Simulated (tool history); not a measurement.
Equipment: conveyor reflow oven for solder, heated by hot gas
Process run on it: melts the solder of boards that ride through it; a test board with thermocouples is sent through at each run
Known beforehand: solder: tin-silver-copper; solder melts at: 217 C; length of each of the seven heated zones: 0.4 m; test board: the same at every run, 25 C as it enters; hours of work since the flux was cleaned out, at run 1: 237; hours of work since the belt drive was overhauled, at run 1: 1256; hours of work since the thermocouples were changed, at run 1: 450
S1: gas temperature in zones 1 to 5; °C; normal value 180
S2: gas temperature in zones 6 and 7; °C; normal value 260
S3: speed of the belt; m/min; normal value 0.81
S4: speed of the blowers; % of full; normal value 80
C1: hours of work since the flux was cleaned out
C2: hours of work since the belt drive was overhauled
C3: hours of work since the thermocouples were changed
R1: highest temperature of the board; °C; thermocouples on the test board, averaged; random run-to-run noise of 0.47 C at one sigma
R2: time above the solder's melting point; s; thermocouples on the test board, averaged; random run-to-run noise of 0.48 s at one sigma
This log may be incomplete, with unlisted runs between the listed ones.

run 1 hour=0 | S1=180 S2=260 S3=0.81 S4=80 | C1=237 C2=1256 C3=450 | R1=246.9 R2=43.7
run 2 hour=18.4 | S1=180 S2=260 S3=0.81 S4=80 | C1=251 C2=1270 C3=464 | R1=246.7 R2=44.7
run 3 hour=53.9 | S1=180 S2=260 S3=0.81 S4=80 | C1=278 C2=1296 C3=491 | R1=245.3 R2=44
run 4 hour=82.4 | S1=177 S2=260 S3=0.81 S4=80 | C1=299 C2=1318 C3=512 | R1=244.9 R2=42.1
run 5 hour=109.4 | S1=177 S2=260 S3=0.81 S4=80 | C1=319 C2=1338 C3=533 | R1=244.7 R2=41.6
run 6 hour=129.6 | S1=177 S2=260 S3=0.81 S4=80 | C1=335 C2=1354 C3=548 | R1=243.9 R2=41.7
-- hour=154.6 thermocouples of zones 6 and 7 changed
run 7 hour=169.6 | S1=180 S2=248 S3=0.81 S4=80 | C1=363 C2=1382 C3=11 | R1=236 R2=35.8
run 8 hour=193 | S1=180 S2=260 S3=0.81 S4=80 | C1=381 C2=1400 C3=29 | R1=246.9 R2=42.7
run 9 hour=231.2 | S1=180 S2=260 S3=0.81 S4=80 | C1=410 C2=1429 C3=58 | R1=245.1 R2=43.8
run 10 hour=266.2 | S1=180 S2=260 S3=0.81 S4=80 | C1=436 C2=1455 C3=84 | R1=246 R2=42.2
run 11 hour=293.1 | S1=180 S2=260 S3=0.81 S4=80 | C1=457 C2=1476 C3=105 | R1=246.1 R2=42.4
-- hour=329.8 belt drive overhauled, speed set with a stopwatch
run 12 hour=330.1 | S1=180 S2=268 S3=0.81 S4=80 | C1=482 C2=0 C3=130 | R1=251.8 R2=45.3
-- hour=349.9 flux residue cleaned out of gas plates and filters
run 13 hour=362.7 | S1=180 S2=268 S3=0.81 S4=80 | C1=10 C2=21 C3=151 | R1=249.6 R2=44.3
run 14 hour=389.8 | S1=180 S2=260 S3=0.81 S4=80 | C1=30 C2=42 C3=171 | R1=243 R2=39.4
run 15 hour=431.9 | S1=180 S2=262 S3=0.81 S4=80 | C1=62 C2=73 C3=203 | R1=243.7 R2=39.7
run 16 hour=472.2 | S1=180 S2=260 S3=0.81 S4=80 | C1=92 C2=104 C3=233 | R1=240.8 R2=37.9
run 17 hour=505.1 | S1=180 S2=260 S3=0.81 S4=74 | C1=117 C2=129 C3=258 | R1=240 R2=36.1
run 18 hour=525.6 | S1=179 S2=260 S3=0.81 S4=50 | C1=133 C2=144 C3=274 | R1=232.4 R2=25.7
run 19 hour=567.6 | S1=179 S2=260 S3=0.81 S4=50 | C1=165 C2=176 C3=305 | R1=231.4 R2=25.1
-- hour=597.4 flux residue cleaned out of gas plates and filters, once more
run 20 hour=610.6 | S1=179 S2=260 S3=0.81 S4=50 | C1=10 C2=205 C3=334 | R1=238.4 R2=34.3
run 21 hour=642.3 | S1=177 S2=260 S3=0.958 S4=55 | C1=34 C2=229 C3=358 | R1=233.9 R2=23.3
run 22 hour=683.1 | S1=177 S2=260 S3=0.958 S4=55 | C1=65 C2=259 C3=389 | R1=233.2 R2=23.7
run 23 hour=707.1 | S1=177 S2=260 S3=0.958 S4=55 | C1=83 C2=278 C3=407 | R1=232.7 R2=22.9
run 24 hour=727.7 | S1=177 S2=260 S3=0.958 S4=55 | C1=99 C2=293 C3=423 | R1=233.5 R2=22.5
run 25 hour=747.1 | S1=176 S2=251 S3=0.768 S4=53 | C1=113 C2=308 C3=437 | R1=233 R2=29.9
run 26 hour=784.3 | S1=180 S2=253 S3=0.81 S4=80 | C1=141 C2=336 C3=465 | R1=239.7 R2=40.1
run 27 hour=823.4 | S1=180 S2=253 S3=0.81 S4=80 | C1=171 C2=366 C3=495 | R1=240.4 R2=38.7
run 28 hour=841.3 | S1=172 S2=260 S3=0.81 S4=71 | C1=184 C2=379 C3=508 | R1=243.4 R2=37.5
run 29 hour=860.6 | S1=180 S2=260 S3=0.81 S4=87 | C1=199 C2=394 C3=523 | R1=247.4 R2=44.1
run 30 hour=889.8 | S1=180 S2=260 S3=0.81 S4=87 | C1=221 C2=416 C3=545 | R1=247.7 R2=44.1

For run 31, what comes out?
run 31 hour=914.8 | S1=180 S2=253 S3=0.81 S4=53 | C1=240 C2=435 C3=564 | R1=? R2=?

Run 31 came out at R1 231.8 °C, R2 28.4 s.
Had the tool carried no hidden state, the very same run would have given R1 235 °C, R2 32.5 s.
